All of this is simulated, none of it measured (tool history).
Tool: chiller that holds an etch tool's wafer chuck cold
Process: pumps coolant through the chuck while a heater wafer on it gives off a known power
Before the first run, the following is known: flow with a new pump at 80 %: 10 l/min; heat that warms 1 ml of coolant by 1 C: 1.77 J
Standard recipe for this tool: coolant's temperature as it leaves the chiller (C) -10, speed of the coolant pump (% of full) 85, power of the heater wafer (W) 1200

run,day,coolant's temperature as it leaves the chiller (C),speed of the coolant pump (% of full),power of the heater wafer (W),chuck's temperature once it has settled (C),how much warmer the coolant comes back (C)
1,0,-10,85,1200,2.2,3.81
2,2.021,-10,85,1200,2.4,3.76
# day 5.171: chiller's thermometer calibrated
3,5.242,-10,85,1200,2.3,3.76
4,8.004,-10,85,1200,2.4,3.7
5,9.433,-17,85,1200,-4.7,3.72
6,12.696,-17,85,1200,-4.8,3.71
7,15.046,-10,85,1200,2.3,3.72
8,17.688,-10,85,1200,2.3,3.65
9,20.225,-10,85,1200,2.4,3.64
10,22.696,-10,85,1200,2.4,3.67
11,25.375,-3,85,1200,9.1,3.56
12,27.879,-10,63,1200,6.3,5.06
13,29.258,-10,63,1200,6.5,5.03
14,31.504,-10,63,1200,6.4,5.02
15,34.446,-10,63,1200,6.2,4.99
16,35.975,-10,63,1200,6.2,5.03
17,37.917,-10,85,1320,3.5,3.82
18,40.375,-10,85,1320,3.4,3.8
# day 41.654: gauge calibrated
19,43.462,-10,85,996,0.2,3.16
20,45.258,-10,85,996,0.3,3.11
21,47.733,-4,81,996,6.7,3.28
22,49.55,-19,94,789,-11.6,2.19
23,51.838,-17,66,730,-7.4,2.94
24,54.346,-17,66,730,-7.5,2.95
25,55.875,-18,89,745,-10.6,2.13
26,58.383,-3,66,1294,13.8,5.24
27,61.7,-4,84,1186,8.2,3.69
28,64.667,-13,67,641,-4.8,2.47
29,66.579,-13,67,641,-4.7,2.45
30,69.742,-10,82,1200,2.6,3.72
31,72.55,-10,82,1200,2.7,3.71
32,75.771,-15,90,1449,-0.9,3.99
# day 76.462: gauge calibrated
33,77.308,-8,96,1607,6.7,4.39

Below are 3 alternative next runs, each starting from the tool's condition after run 33. Predict each:
A,79.817,-10,85,766,?,?
B,79.817,-4,93,947,?,?
C,79.817,-9,80,1325,?,?

run,chuck's temperature once it has settled (C),how much warmer the coolant comes back (C)
A,-2.3,2.43
B,4.9,2.69
C,5.5,4.47
With no hidden state in the tool, these same runs would have given:
run,chuck's temperature once it has settled (C),how much warmer the coolant comes back (C)
A,-2.3,2.45
B,4.9,2.72
C,5.5,4.5
